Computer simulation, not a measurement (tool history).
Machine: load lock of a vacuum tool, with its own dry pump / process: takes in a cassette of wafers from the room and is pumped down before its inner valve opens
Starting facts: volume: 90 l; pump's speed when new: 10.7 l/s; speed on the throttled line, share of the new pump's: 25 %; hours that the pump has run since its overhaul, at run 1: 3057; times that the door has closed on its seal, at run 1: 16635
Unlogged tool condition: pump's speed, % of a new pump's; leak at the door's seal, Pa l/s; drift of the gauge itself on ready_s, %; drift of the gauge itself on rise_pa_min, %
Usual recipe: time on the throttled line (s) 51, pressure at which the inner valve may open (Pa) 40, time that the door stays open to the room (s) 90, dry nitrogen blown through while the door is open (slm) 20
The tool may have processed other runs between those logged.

run,day,time on the throttled line (s),pressure at which the inner valve may open (Pa),time that the door stays open to the room (s),dry nitrogen blown through while the door is open (slm),hours that the pump has run since its overhaul,times that the door has closed on its seal,"incoming humidity of the room's air, %",time from the closed door until the inner valve may open (s),rise of the pressure with all valves shut (Pa/min)
1,0,51,40,90,20,3057,16635,43.5,104.4,0.141
2,11.896,51,40,90,20,3342,17887,42.5,105.1,0.149
3,27.242,51,40,90,20,3711,19502,43,105.8,0.159
4,41.283,51,40,90,20,4048,20980,46,105,0.185
5,50.558,51,40,90,20,4270,21956,47.1,105.4,0.184
6,62.538,51,40,44,20,4558,23216,42.7,105.2,0.197
7,78.192,51,40,44,20,4933,24864,43.8,106.1,0.223
8,86.796,51,40,44,20,5140,25769,46.5,105.3,0.229
9,98.283,40,40,90,20,5416,26978,45,97.6,0.25
10,108.912,51,40,90,20,5671,28097,48.8,107.2,0.262
11,122.779,51,40,90,20,6004,29556,45.8,105.5,0.278
12,132.442,51,40,90,29,6235,30573,42.8,106.3,0.287
13,145.133,51,40,90,20,6540,31909,41.1,106.1,0.316
14,153.788,51,40,90,20,6748,32819,49.1,105.2,0.328
15,161.6,51,40,90,20,6935,33642,46.6,107.2,0.326
16,171.262,51,40,90,20,7167,34658,43.7,106.6,0.343
17,186.583,51,40,90,20,7535,36271,42.6,106.2,0.366
# day 187.892: door's seal changed, seat wiped
18,198.683,51,40,90,20,7824,1136,45.2,107.4,0.026
19,214.912,51,40,90,20,8213,2844,45.6,106.1,0.035
20,230.633,51,40,90,21,8591,4498,48,107.3,0.038
21,243.238,51,40,90,21,8893,5825,43.9,107.4,0.04
22,259.621,51,40,90,44,9286,7549,46.1,107.3,0.045
23,272.45,93,40,90,8,9594,8899,46.4,137.8,0.069
24,287.642,51,40,90,35,9959,10498,41.7,108.2,0.071
25,296.971,51,40,90,35,10183,11479,46.4,108.1,0.081
26,305.958,51,37,90,20,10398,12425,43.9,108.4,0.085
27,319.229,38,29,29,20,10717,13822,46.4,100.9,0.09
28,333.621,38,29,29,20,11062,15336,45.2,100.9,0.103
29,349.288,68,47,90,20,11438,16985,43.9,117.6,0.12
30,361.875,30,40,33,20,11740,18310,44.7,92.5,0.133
31,374.583,30,40,33,20,12045,19647,46.2,93.3,0.145
32,389.662,30,46,149,20,12407,21234,45.1,92.4,0.163
33,403.067,30,46,149,20,12729,22645,41.3,92,0.174
34,419.088,51,40,83,38,13113,24331,43.8,109.6,0.19
35,434.288,51,40,83,5,13478,25931,42.9,108.3,0.217
36,441.133,51,55,38,22,13642,26651,46.3,104.4,0.214
37,449.167,51,40,68,7,13835,27496,44.8,108.5,0.234

Forecast each of these 4 alternatives for the next run:
A,463.15,51,37,68,7,14171,28968,42.8,?,?
B,463.15,51,40,79,7,14171,28968,45.9,?,?
C,463.15,55,64,90,34,14171,28968,44,?,?
D,463.15,44,47,90,42,14171,28968,42.7,?,?

run,time from the closed door until the inner valve may open (s),rise of the pressure with all valves shut (Pa/min)
A,109.4,0.253
B,108,0.259
C,107.9,0.247
D,102.4,0.244
Without the tool's unlogged condition, the same runs would have read:
run,time from the closed door until the inner valve may open (s),rise of the pressure with all valves shut (Pa/min)
A,104.6,0.021
B,103.3,0.031
C,103.6,0.019
D,97.7,0.021
